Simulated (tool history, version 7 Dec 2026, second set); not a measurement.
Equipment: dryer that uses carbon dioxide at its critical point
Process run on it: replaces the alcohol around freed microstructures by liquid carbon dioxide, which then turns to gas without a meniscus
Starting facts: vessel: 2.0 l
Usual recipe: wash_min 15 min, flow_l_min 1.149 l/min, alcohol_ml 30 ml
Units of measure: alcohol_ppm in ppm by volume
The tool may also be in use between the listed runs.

run	day	wash_min	flow_l_min	alcohol_ml	alcohol_ppm
1	0.000	15	1.149	30	111
2	1.008	15	1.149	30	111
3	2.717	15	1.149	26	119
4	3.867	15	1.149	30	115
5	5.492	15	1.149	30	126
6	6.696	15	1.149	30	123
7	8.696	15	1.149	30	126
8	9.708	15	1.149	30	136
9	10.646	15	1.149	30	140
# day 11.246: purifier's bed changed
10	12.554	15	0.990	30	88
11	14.400	15	0.990	30	92
12	16.138	15	1.149	30	48
13	17.742	15	1.890	30	12
14	19.371	15	1.890	30	14
15	21.117	15	1.890	30	31
16	22.483	15	1.890	30	10
17	24.300	15	1.890	30	16
18	26.012	15	1.890	23	26
19	28.308	15	1.890	23	18
20	29.950	15	1.149	25	58
21	31.262	15	1.149	92	154
# day 32.567: inlet filter changed
22	32.775	15	1.149	92	111
23	34.900	15	1.149	30	53
24	36.179	15	1.149	30	49
25	37.579	20	1.700	30	31
26	38.621	10	1.700	120	182
27	39.762	10	1.440	44	166
28	41.862	18	0.960	37	66
29	44.012	15	1.370	25	45
30	45.375	19	1.149	50	47
31	47.208	19	1.470	50	37
32	48.846	20	0.830	30	78
33	50.825	20	0.830	30	84
34	52.729	21	0.830	30	75
35	53.846	21	0.830	30	74
36	55.908	21	0.830	30	75
37	56.875	15	0.780	112	945

What does the tool deliver on the next run?
38	58.288	15	0.780	112	?

alcohol_ppm: 955 ppm by volume
Take away the tool's hidden state, keep the run-to-run variation as it was, and the same run would have given alcohol_ppm 727 ppm by volume.

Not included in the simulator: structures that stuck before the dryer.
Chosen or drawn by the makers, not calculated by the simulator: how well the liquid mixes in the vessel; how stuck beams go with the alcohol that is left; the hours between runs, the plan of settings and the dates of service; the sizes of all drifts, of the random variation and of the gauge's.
